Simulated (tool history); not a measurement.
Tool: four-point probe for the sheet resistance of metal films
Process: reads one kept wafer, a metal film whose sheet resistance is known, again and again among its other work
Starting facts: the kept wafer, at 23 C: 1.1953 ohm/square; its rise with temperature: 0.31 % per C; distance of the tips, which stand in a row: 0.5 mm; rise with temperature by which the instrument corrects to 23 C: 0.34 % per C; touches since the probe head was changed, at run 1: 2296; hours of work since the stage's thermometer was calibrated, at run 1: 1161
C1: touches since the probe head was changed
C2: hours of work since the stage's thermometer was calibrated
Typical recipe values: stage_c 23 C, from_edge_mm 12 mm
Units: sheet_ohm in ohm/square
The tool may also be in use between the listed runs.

run 1 day=0.000 | stage_c=23 from_edge_mm=12 | C1=2296 C2=1161 | sheet_ohm=1.196080
run 2 day=0.638 | stage_c=23 from_edge_mm=12 | C1=2603 C2=1171 | sheet_ohm=1.195658
run 3 day=1.083 | stage_c=23 from_edge_mm=12 | C1=2818 C2=1178 | sheet_ohm=1.195918
run 4 day=1.646 | stage_c=23 from_edge_mm=12 | C1=3090 C2=1187 | sheet_ohm=1.196321
run 5 day=2.167 | stage_c=23 from_edge_mm=12 | C1=3342 C2=1195 | sheet_ohm=1.195738
run 6 day=2.658 | stage_c=23 from_edge_mm=12 | C1=3578 C2=1202 | sheet_ohm=1.196643
run 7 day=3.129 | stage_c=23 from_edge_mm=12 | C1=3805 C2=1210 | sheet_ohm=1.196338
run 8 day=3.542 | stage_c=23 from_edge_mm=12 | C1=4005 C2=1216 | sheet_ohm=1.196062
run 9 day=4.033 | stage_c=23 from_edge_mm=21 | C1=4241 C2=1224 | sheet_ohm=1.195528
run 10 day=4.342 | stage_c=23 from_edge_mm=12 | C1=4389 C2=1229 | sheet_ohm=1.196456
run 11 day=4.658 | stage_c=23 from_edge_mm=12 | C1=4544 C2=1233 | sheet_ohm=1.196125
run 12 day=5.133 | stage_c=23 from_edge_mm=54 | C1=4772 C2=1241 | sheet_ohm=1.195056
run 13 day=5.404 | stage_c=23 from_edge_mm=12 | C1=4903 C2=1245 | sheet_ohm=1.196010
run 14 day=5.796 | stage_c=23 from_edge_mm=12 | C1=5092 C2=1251 | sheet_ohm=1.196125
run 15 day=6.271 | stage_c=23 from_edge_mm=12 | C1=5321 C2=1259 | sheet_ohm=1.196633
run 16 day=6.788 | stage_c=23 from_edge_mm=12 | C1=5571 C2=1267 | sheet_ohm=1.196460
run 17 day=7.429 | stage_c=23 from_edge_mm=12 | C1=5881 C2=1277 | sheet_ohm=1.195790
run 18 day=7.729 | stage_c=23 from_edge_mm=12 | C1=6025 C2=1281 | sheet_ohm=1.196490
run 19 day=8.083 | stage_c=23 from_edge_mm=12 | C1=6195 C2=1287 | sheet_ohm=1.195762
run 20 day=8.558 | stage_c=23 from_edge_mm=12 | C1=6424 C2=1294 | sheet_ohm=1.195959
run 21 day=9.021 | stage_c=23 from_edge_mm=12 | C1=6648 C2=1301 | sheet_ohm=1.196117
run 22 day=9.575 | stage_c=23 from_edge_mm=12 | C1=6915 C2=1310 | sheet_ohm=1.196391
run 23 day=9.988 | stage_c=23 from_edge_mm=12 | C1=7113 C2=1316 | sheet_ohm=1.195990
run 24 day=10.275 | stage_c=23 from_edge_mm=12 | C1=7254 C2=1321 | sheet_ohm=1.195375
run 25 day=10.762 | stage_c=19 from_edge_mm=4 | C1=7488 C2=1328 | sheet_ohm=1.206400
run 26 day=11.292 | stage_c=22 from_edge_mm=7 | C1=7743 C2=1337 | sheet_ohm=1.198457
run 27 day=11.558 | stage_c=22 from_edge_mm=7 | C1=7871 C2=1341 | sheet_ohm=1.198735
run 28 day=11.912 | stage_c=22 from_edge_mm=7 | C1=8043 C2=1346 | sheet_ohm=1.198522
run 29 day=12.350 | stage_c=30 from_edge_mm=25 | C1=8253 C2=1353 | sheet_ohm=1.193220
run 30 day=12.854 | stage_c=24 from_edge_mm=7 | C1=8498 C2=1361 | sheet_ohm=1.198369
run 31 day=13.212 | stage_c=21 from_edge_mm=19 | C1=8669 C2=1367 | sheet_ohm=1.196351
run 32 day=13.554 | stage_c=19 from_edge_mm=42 | C1=8834 C2=1372 | sheet_ohm=1.196381
run 33 day=14.167 | stage_c=19 from_edge_mm=42 | C1=9130 C2=1381 | sheet_ohm=1.196733
run 34 day=14.629 | stage_c=19 from_edge_mm=42 | C1=9352 C2=1389 | sheet_ohm=1.196422
run 35 day=15.096 | stage_c=32 from_edge_mm=26 | C1=9579 C2=1396 | sheet_ohm=1.192339
run 36 day=15.633 | stage_c=27 from_edge_mm=34 | C1=9838 C2=1404 | sheet_ohm=1.193934
run 37 day=16.071 | stage_c=27 from_edge_mm=34 | C1=10048 C2=1411 | sheet_ohm=1.194005
run 38 day=16.358 | stage_c=21 from_edge_mm=55 | C1=10188 C2=1416 | sheet_ohm=1.195527
run 39 day=16.933 | stage_c=35 from_edge_mm=15 | C1=10466 C2=1425 | sheet_ohm=1.192029
run 40 day=17.492 | stage_c=29 from_edge_mm=12 | C1=10735 C2=1433 | sheet_ohm=1.194578
run 41 day=18.096 | stage_c=23 from_edge_mm=5 | C1=11026 C2=1443 | sheet_ohm=1.201247
run 42 day=18.721 | stage_c=20 from_edge_mm=24 | C1=11327 C2=1452 | sheet_ohm=1.196518
run 43 day=19.008 | stage_c=21 from_edge_mm=24 | C1=11467 C2=1457 | sheet_ohm=1.196291
run 44 day=19.600 | stage_c=21 from_edge_mm=24 | C1=11751 C2=1466 | sheet_ohm=1.195795

3 options for the next run, each taken on its own from the tool as it stands now. Forecast them:
run A day=20.067 | stage_c=19 from_edge_mm=8 | C1=11975 C2=1473 | sheet_ohm=?
run B day=20.067 | stage_c=26 from_edge_mm=24 | C1=11975 C2=1473 | sheet_ohm=?
run C day=20.067 | stage_c=24 from_edge_mm=70 | C1=11975 C2=1473 | sheet_ohm=?

run=A sheet_ohm=1.198768
run=B sheet_ohm=1.194448
run=C sheet_ohm=1.194757
With no hidden state in the tool, these same runs would have given:
run=A sheet_ohm=1.199000
run=B sheet_ohm=1.194680
run=C sheet_ohm=1.194989
